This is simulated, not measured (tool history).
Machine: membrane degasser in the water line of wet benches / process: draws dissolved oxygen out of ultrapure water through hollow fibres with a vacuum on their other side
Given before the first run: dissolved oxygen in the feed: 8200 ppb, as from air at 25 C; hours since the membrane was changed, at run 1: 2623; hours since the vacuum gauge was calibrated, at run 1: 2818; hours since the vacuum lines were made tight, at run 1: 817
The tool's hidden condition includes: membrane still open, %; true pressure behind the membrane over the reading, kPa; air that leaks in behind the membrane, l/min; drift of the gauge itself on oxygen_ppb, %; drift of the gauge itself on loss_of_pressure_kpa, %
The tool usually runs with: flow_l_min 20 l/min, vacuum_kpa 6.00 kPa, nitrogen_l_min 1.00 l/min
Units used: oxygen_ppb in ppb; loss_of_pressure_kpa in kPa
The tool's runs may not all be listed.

run,hour,flow_l_min,vacuum_kpa,nitrogen_l_min,hours since the membrane was changed,hours since the vacuum gauge was calibrated,hours since the vacuum lines were made tight,oxygen_ppb,loss_of_pressure_kpa
1,0.0,20,6.00,1.00,2623,2818,817,411.3,69.87
2,78.9,20,6.00,1.00,2702,2897,896,402.5,69.53
3,205.3,20,6.00,1.00,2828,3023,1023,407.4,69.93
4,327.5,20,6.00,1.00,2950,3146,1145,416.1,70.19
5,385.3,20,6.00,1.00,3008,3203,1203,406.7,69.94
6,462.4,20,6.00,1.00,3085,3281,1280,409.9,70.03
7,599.3,20,6.00,1.00,3222,3417,1417,412.0,70.14
8,694.0,20,6.00,2.65,3317,3512,1511,339.9,69.76
9,828.6,20,6.00,2.65,3451,3647,1646,341.8,70.40
10,905.5,20,6.00,2.65,3528,3724,1723,343.0,70.21
11,1008.3,20,6.00,1.00,3631,3826,1826,414.0,70.65
12,1083.9,20,6.00,1.00,3707,3902,1901,418.2,70.59
13,1156.7,20,6.00,0.47,3779,3975,1974,539.1,70.88
14,1216.1,15,6.00,1.00,3839,4034,2033,291.7,52.80
# hour 1229.5: vacuum gauge calibrated
15,1325.1,15,6.00,1.00,3947,96,2142,292.0,53.15
16,1452.1,20,6.00,1.00,4074,223,2269,424.3,70.75
17,1563.4,25,14.15,1.00,4186,334,2380,938.3,88.94
# hour 1673.5: vacuum gauge calibrated, once more
18,1691.5,20,8.82,2.27,4313,18,2508,407.2,70.81
19,1783.0,20,5.81,0.56,4405,109,2599,477.0,71.28
20,1874.3,20,4.40,0.97,4496,201,2691,348.6,70.84
21,1982.5,20,4.40,0.41,4604,309,2799,405.5,71.19
22,2074.5,22,4.40,0.83,4696,401,2891,410.6,77.92
23,2175.8,23,7.65,0.49,4798,502,2992,740.2,82.32
24,2282.6,29,12.91,1.61,4904,609,3099,820.5,104.22
25,2417.8,18,6.00,0.84,5040,744,3234,385.8,64.51
26,2482.9,19,7.86,2.07,5105,809,3299,385.1,68.03
27,2615.3,19,7.86,2.07,5237,942,3432,380.4,68.43
28,2723.9,20,6.00,1.29,5346,1050,3540,403.3,71.65
29,2840.0,31,7.99,1.29,5462,1166,3656,777.4,110.98
30,2932.0,21,6.00,1.00,5554,1258,3748,454.3,75.83
31,2994.7,15,6.00,1.00,5616,1321,3811,299.5,53.99

How would selected steps in oxygen_ppb from run to run divide? Give the signed amount a tool lacking its hidden state would still show from settings, what came in and random variation, and the signed amount left for the hidden state, including any gauge scatter that is not in both of the compared results.
Run 13 -> 14: flow_l_min 20 -> 15, nitrogen_l_min 0.47 -> 1.00. oxygen_ppb -247.4 ppb: hidden state -24.3, all else -223.1.
Run 16 -> 17: flow_l_min 20 -> 25, vacuum_kpa 6.00 -> 14.15. oxygen_ppb +514.0 ppb: hidden state +10.2, all else +503.8.
Run 17 -> 18: flow_l_min 25 -> 20, vacuum_kpa 14.15 -> 8.82, nitrogen_l_min 1.00 -> 2.27, vacuum gauge calibrated, once more. oxygen_ppb -531.1 ppb: hidden state -24.2, all else -506.9.
Run 24 -> 25: flow_l_min 29 -> 18, vacuum_kpa 12.91 -> 6.00, nitrogen_l_min 1.61 -> 0.84. oxygen_ppb -434.7 ppb: hidden state -18.6, all else -416.1.
Run 28 -> 29: flow_l_min 20 -> 31, vacuum_kpa 6.00 -> 7.99. oxygen_ppb +374.1 ppb: hidden state +28.8, all else +345.3.

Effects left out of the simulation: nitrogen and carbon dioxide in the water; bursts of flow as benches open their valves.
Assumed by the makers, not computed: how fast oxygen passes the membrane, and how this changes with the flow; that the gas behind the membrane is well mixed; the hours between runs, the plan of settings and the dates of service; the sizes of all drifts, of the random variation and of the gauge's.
